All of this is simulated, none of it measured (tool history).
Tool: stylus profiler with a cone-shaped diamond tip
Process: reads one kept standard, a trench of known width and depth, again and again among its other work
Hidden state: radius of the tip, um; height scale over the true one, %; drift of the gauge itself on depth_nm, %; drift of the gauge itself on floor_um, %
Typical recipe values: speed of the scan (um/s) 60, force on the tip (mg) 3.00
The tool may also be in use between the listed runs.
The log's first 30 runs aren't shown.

run   hour  speed of the scan (um/s)  force on the tip (mg)  scans with this tip  hours of work since the height scale was calibrated  depth of the trench (angstrom)  width of the trench's floor (um)
 31  591.5                        86                   8.97                10661                                                  124                          2072.5                             16.20
 32  610.2                        86                   8.97                10793                                                  137                          2071.1                             16.15
 33  636.9                        25                   5.42                10982                                                  155                          2050.2                             16.30
 34  665.8                        25                   5.42                11186                                                  175                          2051.3                             16.23
 35  691.5                        25                   5.42                11368                                                  193                          2051.2                             16.19
 36  708.0                        39                   2.37                11485                                                  204                          2029.4                             16.13
 37  737.5                       235                   2.37                11693                                                  225                          2028.1                             15.30
 38  758.6                        22                   1.68                11842                                                  239                          2021.7                             16.14
 39  770.6                        36                   2.64                11927                                                  247                          2031.3                             16.09
 40  782.7                        36                   2.64                12013                                                  256                          2030.6                             16.16
 41  799.3                        60                   2.58                12130                                                  267                          2030.1                             16.00
 42  824.9                        60                   2.58                12311                                                  285                          2030.4                             15.99
 43  846.8                       108                   2.43                12465                                                  300                          2027.7                             15.80

Each row is a separate what-if for the run after 43, all from the same tool condition, not one after another. Results?
  A  871.6                        28                   2.43                12641                                                  317                               ?                                 ?
  B  871.6                       119                   2.50                12641                                                  317                               ?                                 ?
  C  871.6                        76                   6.37                12641                                                  317                               ?                                 ?

run  depth of the trench (angstrom)  width of the trench's floor (um)
  A                          2029.9                             16.13
  B                          2029.6                             15.75
  C                          2056.3                             16.01
Without the tool's hidden state the same runs would have given:
run  depth of the trench (angstrom)  width of the trench's floor (um)
  A                          2031.6                             17.13
  B                          2031.3                             16.75
  C                          2058.0                             17.01

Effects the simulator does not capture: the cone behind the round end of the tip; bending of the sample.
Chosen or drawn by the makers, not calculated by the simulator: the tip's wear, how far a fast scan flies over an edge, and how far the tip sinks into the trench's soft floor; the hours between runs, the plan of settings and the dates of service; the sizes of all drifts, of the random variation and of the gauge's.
